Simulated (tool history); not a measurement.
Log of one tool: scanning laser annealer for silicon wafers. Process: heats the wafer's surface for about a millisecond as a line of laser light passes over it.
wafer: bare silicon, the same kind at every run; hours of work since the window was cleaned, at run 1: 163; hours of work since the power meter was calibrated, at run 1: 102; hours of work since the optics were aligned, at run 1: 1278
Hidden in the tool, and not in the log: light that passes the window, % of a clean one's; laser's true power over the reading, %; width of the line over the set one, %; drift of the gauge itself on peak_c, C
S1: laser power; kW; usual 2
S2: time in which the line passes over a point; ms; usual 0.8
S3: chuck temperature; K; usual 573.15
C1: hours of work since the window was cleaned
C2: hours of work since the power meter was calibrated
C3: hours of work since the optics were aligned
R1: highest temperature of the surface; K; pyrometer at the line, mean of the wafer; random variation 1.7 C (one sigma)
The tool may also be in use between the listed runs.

run     day     S1     S2      S3   C1    C2    C3       R1
  1       0      2    0.8  573.15  163   102  1278  1392.15
  2   2.262      2    0.8  569.15  199   139  1315  1386.15
  3   4.454      2    0.8  573.15  235   174  1351  1391.15
  4   6.638      2    0.8  573.15  271   210  1386  1390.15
  5   8.738      2    0.8  573.15  305   244  1420  1392.15
  6   9.967      2    0.8  573.15  325   264  1440  1392.15
     12.175  -- optics aligned, line set to its width
  7  12.262      2    0.8  573.15  359   298     1  1394.15
  8  13.725      2    0.8  573.15  383   322    25  1389.15
  9  14.988      2    0.8  573.15  404   343    46  1392.15
 10  17.188      2    0.8  573.15  439   379    82  1391.15
 11   19.35      2    0.8  573.15  475   414   117  1391.15
 12  21.142      2    0.8  573.15  504   443   146  1390.15
 13  22.504      2    0.8  573.15  526   465   168  1391.15
 14  24.412      2    0.8  573.15  557   496   200  1390.15
 15  26.142      2    0.8  573.15  585   525   228  1394.15
 16  27.688      2    0.8  573.15  611   550   253  1392.15
 17    29.9  2.137    0.8  573.15  647   586   289  1451.15
 18  31.404      2    0.8  573.15  671   610   314  1391.15
 19  32.904      2    0.8  573.15  696   635   338  1392.15
 20  34.492      2    0.8  588.15  722   661   364  1403.15
 21  36.146      2    0.8  588.15  749   688   391  1408.15
 22  37.762      2    0.8  588.15  775   714   417  1406.15
 23  39.079  1.769    0.8  557.15  796   736   439  1275.15
 24  41.225  1.727  0.969  552.15  831   770   474  1331.15
 25  43.488  1.831  0.661  581.15  868   807   511  1250.15
 26  45.508  2.182  0.629  581.15  901   840   544  1364.15
 27  46.546  2.182  0.629  581.15  918   857   560  1365.15
 28  48.238   2.19   0.64  533.15  946   885   588  1327.15
 29    49.4  1.943  0.837  549.15  965   904   607  1362.15
     50.188  -- window over the wafer cleaned
 30  51.871  1.943  0.837  549.15   27   943   646  1370.15
 31  52.938  2.095  0.837  549.15   45   960   663  1428.15
 32  53.967  2.062  0.944  576.15   62   977   680  1505.15
 33  56.133  1.872  0.953  554.15   97  1012   716  1398.15
 34  57.579  2.107  0.579  550.15  121  1036   739  1270.15
 35   59.15  2.089  0.853  573.15  146  1061   765  1463.15
 36  60.221      2  0.992  594.15  164  1079   782  1521.15
 37  61.671      2  0.586  586.15  187  1103   806  1274.15
 38  63.408      2  0.703  561.15  216  1131   834  1321.15
 39    65.2  1.864  0.801  592.15  245  1160   863  1350.15
 40  66.279  2.044  0.801  540.15  262  1178   881  1376.15

Hidden state at the last listed run before each entry between runs and at the first one after, where it differs:
Between runs 6 and 7: optics aligned, line set to its width (day 12.175)
  width of the line over the set one, %: 0.27 -> 0
Between runs 29 and 30: window over the wafer cleaned (day 50.188)
  light that passes the window, % of a clean one's: 99.83 -> 99.99

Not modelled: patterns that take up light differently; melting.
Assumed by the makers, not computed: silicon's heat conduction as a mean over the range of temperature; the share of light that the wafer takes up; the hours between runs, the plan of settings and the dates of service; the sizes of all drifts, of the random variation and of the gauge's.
